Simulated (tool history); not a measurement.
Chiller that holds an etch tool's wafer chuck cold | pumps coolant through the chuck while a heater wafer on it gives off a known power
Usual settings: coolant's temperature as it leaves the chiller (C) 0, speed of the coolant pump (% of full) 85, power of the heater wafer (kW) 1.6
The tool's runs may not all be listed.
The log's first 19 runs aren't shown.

run	hour	coolant's temperature as it leaves the chiller (C)	speed of the coolant pump (% of full)	power of the heater wafer (kW)	hours since the coolant was changed and the channels were flushed	hours since the pump was overhauled	hours since the chiller's thermometer was calibrated	chuck's temperature once it has settled (C)	how much warmer the coolant comes back (C)
20	715.6	-5	83	1.6	6438	2309	1939	9.2	4.61
21	741.5	0	76	0.864	6464	2335	1965	8.1	2.7
22	784.8	0	76	0.864	6507	2378	2009	8.2	2.71
23	808.6	0	76	0.864	6531	2402	2032	8.2	2.74
24	856.1	0	72	2.274	6579	2450	2080	23.1	7.6
25	900.6	0	72	2.274	6623	2494	2124	23.3	7.6
26	949.1	0	72	2.274	6672	2543	2173	23.5	7.67
27	993.7	0	87	2.229	6716	2587	2218	19.4	6.12
28	1023	0	87	2.229	6746	2617	2247	19.3	6.08
29	1048	0	87	2.229	6771	2642	2272	19.2	6.04
30	1097.6	0	87	2.229	6820	2691	2321	19.4	6.07
31	1120.9	9	85	1.218	6844	2714	2345	19.9	3.4
32	1163.7	-6	64	1.218	6886	2757	2388	7.7	4.66
33	1199.2	9	90	1.462	6922	2793	2423	21.3	3.86

3 ways to go on from here, each from the tool as it stands after run 33. What would each give?
A	1226.6	9	90	1.53	6949	2820	2450	?	?
B	1226.6	-8	62	1.682	6949	2820	2450	?	?
C	1226.6	-9	88	1.675	6949	2820	2450	?	?

run	chuck's temperature once it has settled (C)	how much warmer the coolant comes back (C)
A	22	4.03
B	11.8	6.61
C	5.4	4.57
Without the tool's hidden state the same runs would have given:
run	chuck's temperature once it has settled (C)	how much warmer the coolant comes back (C)
A	20.4	3.89
B	9.3	6.39
C	3.6	4.42

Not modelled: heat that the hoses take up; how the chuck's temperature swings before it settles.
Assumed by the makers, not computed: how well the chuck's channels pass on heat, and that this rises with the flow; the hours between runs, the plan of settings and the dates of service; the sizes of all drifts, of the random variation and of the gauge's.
